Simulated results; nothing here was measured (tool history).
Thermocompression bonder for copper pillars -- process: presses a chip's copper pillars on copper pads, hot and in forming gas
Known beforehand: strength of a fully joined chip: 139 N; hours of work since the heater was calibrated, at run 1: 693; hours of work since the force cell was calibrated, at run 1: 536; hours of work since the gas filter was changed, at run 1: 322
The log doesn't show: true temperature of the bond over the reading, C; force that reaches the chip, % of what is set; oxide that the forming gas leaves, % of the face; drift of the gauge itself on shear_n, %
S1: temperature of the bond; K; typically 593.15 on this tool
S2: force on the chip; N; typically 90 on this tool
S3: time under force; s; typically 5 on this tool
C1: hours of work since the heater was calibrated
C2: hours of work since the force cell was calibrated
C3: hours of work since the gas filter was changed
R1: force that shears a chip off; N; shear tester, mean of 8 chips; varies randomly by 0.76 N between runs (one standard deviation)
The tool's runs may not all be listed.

run	day	S1	S2	S3	C1	C2	C3	R1
1	0.000	593.15	90	5	693	536	322	60.6
2	3.300	593.15	90	5	725	568	354	62.5
3	5.779	593.15	90	5	749	592	378	63.1
4	8.350	593.15	90	5	773	617	403	62.0
5	10.475	593.15	90	5	794	637	424	62.5
# day 11.042: forming gas filter changed
6	12.058	593.15	90	5	809	652	10	63.3
7	14.912	593.15	90	5	837	680	37	62.1
8	17.529	593.15	90	5	862	705	63	62.9
9	20.000	593.15	90	5	886	729	87	62.4
10	23.392	593.15	90	5	919	762	119	61.9
11	25.708	593.15	90	5	941	784	142	62.4
12	28.133	593.15	90	5	964	808	165	62.5
13	31.112	593.15	90	5	993	837	194	63.2
14	33.042	619.15	90	5	1012	855	213	81.8
15	36.154	613.15	90	5	1042	885	243	76.4
16	38.875	613.15	58	5	1068	912	269	47.9
17	40.371	593.15	90	5	1083	926	283	62.7
18	42.496	593.15	90	5	1103	947	304	62.1
19	44.504	586.15	96	4	1123	966	323	57.8
20	47.379	572.15	90	3	1150	994	351	39.0
21	48.983	572.15	55	15	1166	1009	367	41.0
22	52.212	568.15	90	3	1197	1040	398	36.8
23	54.096	580.15	58	5	1215	1059	416	31.5
# day 55.346: forming gas filter changed
24	55.721	580.15	58	5	1231	1074	4	31.0
25	57.983	597.15	69	5	1253	1096	26	48.5
26	61.417	593.15	68	9	1286	1129	59	56.6
27	63.700	602.15	73	14	1308	1151	81	79.2
28	66.821	612.15	96	4	1338	1181	111	74.8
29	69.325	563.15	72	15	1362	1206	135	49.8
30	71.083	582.15	62	12	1379	1223	152	50.4
31	72.971	590.15	80	9	1398	1241	170	65.8
32	76.367	590.15	80	9	1430	1274	203	66.5
33	77.879	590.15	80	9	1445	1288	218	66.7
34	81.246	590.15	80	9	1478	1321	250	66.8

Across each entry between runs, compare the hidden state at the last listed run before it with the hidden state at the first listed run after it:
From run 5 to run 6: forming gas filter changed (day 11.042)
  oxide that the forming gas leaves, % of the face: 1.33 -> 0.52
From run 23 to run 24: forming gas filter changed (day 55.346)
  oxide that the forming gas leaves, % of the face: 1.27 -> 0.52
